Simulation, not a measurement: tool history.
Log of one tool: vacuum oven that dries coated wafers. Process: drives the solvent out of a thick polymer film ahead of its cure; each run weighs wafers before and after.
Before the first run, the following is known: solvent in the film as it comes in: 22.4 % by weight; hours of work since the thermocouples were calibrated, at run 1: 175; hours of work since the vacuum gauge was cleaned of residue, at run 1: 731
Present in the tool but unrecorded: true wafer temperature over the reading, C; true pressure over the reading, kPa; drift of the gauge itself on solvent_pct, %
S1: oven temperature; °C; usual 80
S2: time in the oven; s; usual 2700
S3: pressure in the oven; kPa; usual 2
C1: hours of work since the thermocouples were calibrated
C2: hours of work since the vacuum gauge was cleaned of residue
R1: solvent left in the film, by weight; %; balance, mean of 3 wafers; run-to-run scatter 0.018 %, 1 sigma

run,hour,S1,S2,S3,C1,C2,R1
1,0,80,2700,2,175,731,1.88
2,35.3,80,2700,2,192,747,1.89
3,52.7,80,2700,2,200,755,1.89
4,74.6,80,2700,2,210,766,1.89
5,101.1,80,2700,2,222,778,1.89
6,134.9,80,2700,2,238,794,1.87
7,150.9,80,2700,2,245,801,1.88
8,172.7,80,2700,2,256,811,1.89
9,201.9,80,2700,2,269,825,1.83
10,234.6,80,2700,2,284,840,1.9
11,254,80,3120,2,294,849,1.54
12,285.8,80,3120,2,308,864,1.53
13,307.8,80,2700,2,319,874,1.88
14,335.1,80,2700,7.44,331,887,4
15,368.3,80,2700,2.5,347,902,2.05
16,402.9,80,2700,2.5,363,918,2.05
17,423.5,80,2700,2.5,372,928,2.07
18,441.5,80,2700,2.44,381,937,2.03
19,463.9,80,2700,2.44,391,947,2
20,483.6,82,2700,2,400,956,1.54
21,500.1,82,2700,2,408,964,1.54
22,536.1,82,2700,2,425,981,1.56
23,556.7,80,2700,2,435,990,1.83
24,577.3,80,2700,1.12,444,1000,1.52
25,614.2,80,2700,1.12,461,1017,1.51
26,629.8,81,2700,4.74,469,1024,2.68
27,653.1,80,2280,5.55,479,1035,3.74
28,670.9,80,2280,5.55,488,1043,3.72
29,704.1,80,2280,5.55,503,1059,3.7
30,721.9,80,2100,5.55,512,1067,4.02
31,752.9,80,2100,2.03,526,1082,2.67
32,791.1,80,2100,2.03,544,1099,2.66
33,824.6,80,2100,2.03,559,1115,2.65
34,860,90,1620,3.57,576,1132,2.02
35,888.5,73,2700,1.3,589,1145,2.98
36,920.6,80,4560,4.56,604,1160,2.09
37,944.7,80,4560,4.56,615,1171,2.12
38,980.7,80,3660,1.4,632,1188,1.02
39,1009.9,80,3660,1.4,646,1201,1.01
40,1031.1,89,3240,2,656,1211,0.75
41,1047.3,89,3240,2,663,1219,0.74
42,1064.3,89,3240,2,671,1227,0.73
43,1082.8,79,2040,6.26,680,1235,4.58
44,1106.2,71,2580,1.6,691,1246,3.84
45,1130.1,70,2340,4.29,702,1257,6.1
46,1156,70,2340,4.29,714,1269,6.06
47,1179.5,70,2700,2,725,1280,4.15
48,1203.8,70,2700,2,736,1292,4.13

Measured minus without-hidden-state, run by run (identical run-to-run variation in each term; gauge scatter may differ):
run,R1
1,+0.06
2,+0.05
3,+0.05
4,+0.05
5,+0.05
6,+0.04
7,+0.04
8,+0.04
9,+0.04
10,+0.04
11,+0.05
12,+0.05
13,+0.03
14,-0.01
15,+0.02
16,+0.01
17,+0.02
18,+0.02
19,+0.01
20,+0.02
21,+0.02
22,+0.02
23,+0.01
24,+0.01
25,+0.01
26,-0.02
27,-0.07
28,-0.08
29,-0.08
30,-0.1
31,-0.08
32,-0.08
33,-0.09
34,-0.07
35,-0.09
36,+0.04
37,+0.04
38,+0.06
39,+0.05
40,+0.06
41,+0.06
42,+0.06
43,-0.2
44,-0.16
45,-0.24
46,-0.25
47,-0.18
48,-0.19

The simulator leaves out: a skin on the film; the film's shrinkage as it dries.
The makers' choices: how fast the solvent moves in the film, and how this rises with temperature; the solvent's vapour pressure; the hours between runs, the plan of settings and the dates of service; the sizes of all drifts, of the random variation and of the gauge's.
